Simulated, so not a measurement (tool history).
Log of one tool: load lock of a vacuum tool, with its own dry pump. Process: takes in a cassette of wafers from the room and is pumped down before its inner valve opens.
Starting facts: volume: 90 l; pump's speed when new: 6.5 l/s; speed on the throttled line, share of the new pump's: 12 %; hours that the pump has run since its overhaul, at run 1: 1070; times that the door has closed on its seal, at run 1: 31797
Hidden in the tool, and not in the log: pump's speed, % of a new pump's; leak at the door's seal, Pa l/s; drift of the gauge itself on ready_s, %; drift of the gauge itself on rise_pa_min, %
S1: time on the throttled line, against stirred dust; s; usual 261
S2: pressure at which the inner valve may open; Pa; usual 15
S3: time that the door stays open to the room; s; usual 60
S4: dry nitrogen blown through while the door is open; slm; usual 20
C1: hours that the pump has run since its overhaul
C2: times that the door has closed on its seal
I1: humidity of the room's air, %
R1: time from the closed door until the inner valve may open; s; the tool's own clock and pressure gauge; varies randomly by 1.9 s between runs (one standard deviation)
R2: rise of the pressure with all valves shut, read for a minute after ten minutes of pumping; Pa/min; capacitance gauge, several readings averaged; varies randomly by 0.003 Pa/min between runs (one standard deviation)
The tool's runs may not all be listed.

{"run": 1, "hour": 0.0, "S1": 261, "S2": 15, "S3": 60, "S4": 20, "C1": 1070, "C2": 31797, "I1": 44.4, "R1": 355.4, "R2": 0.294}
{"run": 2, "hour": 46.6, "S1": 287, "S2": 15, "S3": 60, "S4": 20, "C1": 1116, "C2": 32007, "I1": 46.2, "R1": 379.2, "R2": 0.293}
{"run": 3, "hour": 126.2, "S1": 261, "S2": 15, "S3": 60, "S4": 20, "C1": 1196, "C2": 32366, "I1": 41.8, "R1": 356.7, "R2": 0.299}
{"run": 4, "hour": 221.2, "S1": 261, "S2": 15, "S3": 60, "S4": 20, "C1": 1291, "C2": 32794, "I1": 43.1, "R1": 352.9, "R2": 0.301}
{"run": 5, "hour": 262.3, "S1": 261, "S2": 15, "S3": 60, "S4": 20, "C1": 1332, "C2": 32979, "I1": 45.2, "R1": 358.2, "R2": 0.304}
{"run": 6, "hour": 316.1, "S1": 261, "S2": 15, "S3": 60, "S4": 4, "C1": 1386, "C2": 33221, "I1": 41.8, "R1": 352.3, "R2": 0.326}
{"run": 7, "hour": 375.6, "S1": 261, "S2": 15, "S3": 60, "S4": 4, "C1": 1445, "C2": 33490, "I1": 43.5, "R1": 356.2, "R2": 0.333}
{"run": 8, "hour": 450.2, "S1": 261, "S2": 15, "S3": 60, "S4": 4, "C1": 1520, "C2": 33826, "I1": 43.5, "R1": 353.9, "R2": 0.339}
{"run": 9, "hour": 506.5, "S1": 261, "S2": 15, "S3": 26, "S4": 20, "C1": 1576, "C2": 34079, "I1": 47.4, "R1": 354.2, "R2": 0.313}
{"run": 10, "hour": 607.3, "S1": 261, "S2": 15, "S3": 26, "S4": 20, "C1": 1677, "C2": 34534, "I1": 46, "R1": 352.2, "R2": 0.323}
{"run": 11, "hour": 698.1, "S1": 261, "S2": 18, "S3": 60, "S4": 20, "C1": 1768, "C2": 34943, "I1": 48.6, "R1": 351.3, "R2": 0.333}
{"run": 12, "hour": 747.2, "S1": 261, "S2": 12, "S3": 60, "S4": 20, "C1": 1817, "C2": 35164, "I1": 50, "R1": 359.3, "R2": 0.343}
{"run": 13, "hour": 814.3, "S1": 261, "S2": 15, "S3": 60, "S4": 20, "C1": 1884, "C2": 35467, "I1": 43.1, "R1": 351.4, "R2": 0.338}
{"run": 14, "hour": 893.7, "S1": 261, "S2": 15, "S3": 60, "S4": 20, "C1": 1964, "C2": 35825, "I1": 43.3, "R1": 355.9, "R2": 0.351}
{"run": 15, "hour": 950.7, "S1": 261, "S2": 15, "S3": 60, "S4": 20, "C1": 2021, "C2": 36081, "I1": 47.8, "R1": 356.9, "R2": 0.344}
{"run": 16, "hour": 1048.3, "S1": 261, "S2": 15, "S3": 48, "S4": 20, "C1": 2118, "C2": 36522, "I1": 39.5, "R1": 355, "R2": 0.35}
{"run": 17, "hour": 1127.8, "S1": 261, "S2": 15, "S3": 153, "S4": 20, "C1": 2198, "C2": 36880, "I1": 43, "R1": 352.2, "R2": 0.367}
{"run": 18, "hour": 1223.2, "S1": 261, "S2": 15, "S3": 153, "S4": 20, "C1": 2293, "C2": 37309, "I1": 42.9, "R1": 355.3, "R2": 0.367}
{"run": 19, "hour": 1311.6, "S1": 261, "S2": 12, "S3": 136, "S4": 20, "C1": 2381, "C2": 37708, "I1": 46, "R1": 361, "R2": 0.379}
{"run": 20, "hour": 1413.0, "S1": 174, "S2": 13, "S3": 136, "S4": 20, "C1": 2483, "C2": 38165, "I1": 47.6, "R1": 280.9, "R2": 0.389}
{"run": 21, "hour": 1469.5, "S1": 174, "S2": 13, "S3": 136, "S4": 20, "C1": 2539, "C2": 38420, "I1": 44.5, "R1": 281.2, "R2": 0.387}
{"run": 22, "hour": 1522.7, "S1": 175, "S2": 18, "S3": 68, "S4": 7, "C1": 2593, "C2": 38660, "I1": 44.9, "R1": 277.6, "R2": 0.4}
{"run": 23, "hour": 1603.4, "S1": 472, "S2": 13, "S3": 91, "S4": 8, "C1": 2673, "C2": 39023, "I1": 44.2, "R1": 545, "R2": 0.408}
{"run": 24, "hour": 1683.4, "S1": 261, "S2": 10, "S3": 60, "S4": 32, "C1": 2753, "C2": 39384, "I1": 47.6, "R1": 363, "R2": 0.382}
{"run": 25, "hour": 1768.9, "S1": 136, "S2": 15, "S3": 227, "S4": 9, "C1": 2839, "C2": 39769, "I1": 46.1, "R1": 245.1, "R2": 0.433}
{"run": 26, "hour": 1834.2, "S1": 261, "S2": 15, "S3": 47, "S4": 20, "C1": 2904, "C2": 40063, "I1": 44.1, "R1": 359.7, "R2": 0.4}
{"run": 27, "hour": 1900.1, "S1": 308, "S2": 22, "S3": 112, "S4": 43, "C1": 2970, "C2": 40360, "I1": 45.7, "R1": 396.5, "R2": 0.415}
{"run": 28, "hour": 1973.9, "S1": 467, "S2": 15, "S3": 60, "S4": 20, "C1": 3044, "C2": 40693, "I1": 46.1, "R1": 537.5, "R2": 0.422}
{"run": 29, "hour": 2042.1, "S1": 467, "S2": 15, "S3": 60, "S4": 20, "C1": 3112, "C2": 41000, "I1": 47.5, "R1": 539.3, "R2": 0.414}
{"run": 30, "hour": 2085.7, "S1": 311, "S2": 13, "S3": 71, "S4": 9, "C1": 3156, "C2": 41197, "I1": 44.9, "R1": 404.3, "R2": 0.436}
{"run": 31, "hour": 2170.6, "S1": 261, "S2": 15, "S3": 60, "S4": 23, "C1": 3241, "C2": 41579, "I1": 45.8, "R1": 358.8, "R2": 0.416}
{"run": 32, "hour": 2264.6, "S1": 261, "S2": 15, "S3": 27, "S4": 23, "C1": 3335, "C2": 42003, "I1": 44.9, "R1": 357.1, "R2": 0.434}
{"run": 33, "hour": 2364.9, "S1": 218, "S2": 14, "S3": 60, "S4": 20, "C1": 3435, "C2": 42455, "I1": 43.5, "R1": 320.2, "R2": 0.453}
{"run": 34, "hour": 2453.3, "S1": 218, "S2": 14, "S3": 60, "S4": 20, "C1": 3523, "C2": 42853, "I1": 48.1, "R1": 317.5, "R2": 0.46}
{"run": 35, "hour": 2505.9, "S1": 218, "S2": 14, "S3": 60, "S4": 20, "C1": 3576, "C2": 43090, "I1": 44.1, "R1": 319.8, "R2": 0.457}

Alternative continuations, all from the tool just after run 35; predict every row:
{"run": "A", "hour": 2573.7, "S1": 190, "S2": 15, "S3": 48, "S4": 20, "C1": 3644, "C2": 43396, "I1": 43.6, "R1": "?", "R2": "?"}
{"run": "B", "hour": 2573.7, "S1": 384, "S2": 15, "S3": 60, "S4": 20, "C1": 3644, "C2": 43396, "I1": 47.1, "R1": "?", "R2": "?"}
{"run": "C", "hour": 2573.7, "S1": 218, "S2": 11, "S3": 29, "S4": 20, "C1": 3644, "C2": 43396, "I1": 44.9, "R1": "?", "R2": "?"}
{"run": "D", "hour": 2573.7, "S1": 181, "S2": 21, "S3": 60, "S4": 20, "C1": 3644, "C2": 43396, "I1": 45.3, "R1": "?", "R2": "?"}
{"run": "E", "hour": 2573.7, "S1": 205, "S2": 15, "S3": 75, "S4": 20, "C1": 3644, "C2": 43396, "I1": 43.1, "R1": "?", "R2": "?"}

run=A R1=294 R2=0.457
run=B R1=465.4 R2=0.454
run=C R1=322.5 R2=0.454
run=D R1=281.5 R2=0.462
run=E R1=306.1 R2=0.465
With no hidden state in the tool, these same runs would have given:
run=A R1=289.9 R2=0.014
run=B R1=462.3 R2=0.014
run=C R1=318.1 R2=0.015
run=D R1=277.5 R2=0.018
run=E R1=302 R2=0.017
